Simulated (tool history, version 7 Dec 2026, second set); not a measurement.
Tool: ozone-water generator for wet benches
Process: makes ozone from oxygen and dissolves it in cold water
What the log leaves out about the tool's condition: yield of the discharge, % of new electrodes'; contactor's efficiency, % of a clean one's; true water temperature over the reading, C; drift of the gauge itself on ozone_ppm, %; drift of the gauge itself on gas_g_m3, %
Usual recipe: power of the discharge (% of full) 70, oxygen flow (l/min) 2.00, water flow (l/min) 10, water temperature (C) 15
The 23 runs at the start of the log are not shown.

run	day	power of the discharge (% of full)	oxygen flow (l/min)	water flow (l/min)	water temperature (C)	hours of work since the electrodes were changed	hours of work since the contactor was cleaned	hours of work since the thermometer was calibrated	dissolved ozone (ppm)	ozone in the gas ahead of the water (g/m3)
24	123.888	97	1.03	8	15	6550	3261	2872	17.7	260.1
25	129.446	97	1.03	8	15	6646	3358	2968	17.5	253.2
26	136.992	97	1.03	8	15	6778	3490	3100	17.6	255.6
27	143.017	97	1.03	8	15	6883	3595	3205	17.3	255.8
28	147.046	97	1.03	8	15	6953	3665	3275	17.3	250.3
29	153.812	97	1.03	8	15	7071	3783	3393	17.6	252.0
30	158.525	97	1.03	8	15	7153	3865	3475	17.1	248.1
31	165.750	51	2.40	8	17	7279	3991	3601	12.8	113.1
32	171.533	70	2.11	10	12	7380	4092	3702	14.6	148.9
33	178.538	52	2.00	9	15	7502	4214	3824	11.8	121.3

Each row is a separate what-if for the run after 33, all from the same tool condition, not one after another. Results?
A	182.817	70	2.00	13	11	7577	4289	3899	?	?
B	182.817	70	2.73	15	15	7577	4289	3899	?	?
C	182.817	52	2.00	15	15	7577	4289	3899	?	?
D	182.817	52	1.15	9	15	7577	4289	3899	?	?

run	dissolved ozone (ppm)	ozone in the gas ahead of the water (g/m3)
A	11.3	150.6
B	10.5	135.8
C	7.8	121.9
D	9.7	148.7
Without the tool's hidden state the same runs would have given:
run	dissolved ozone (ppm)	ozone in the gas ahead of the water (g/m3)
A	15.0	193.2
B	14.0	174.0
C	9.7	146.9
D	12.2	179.2
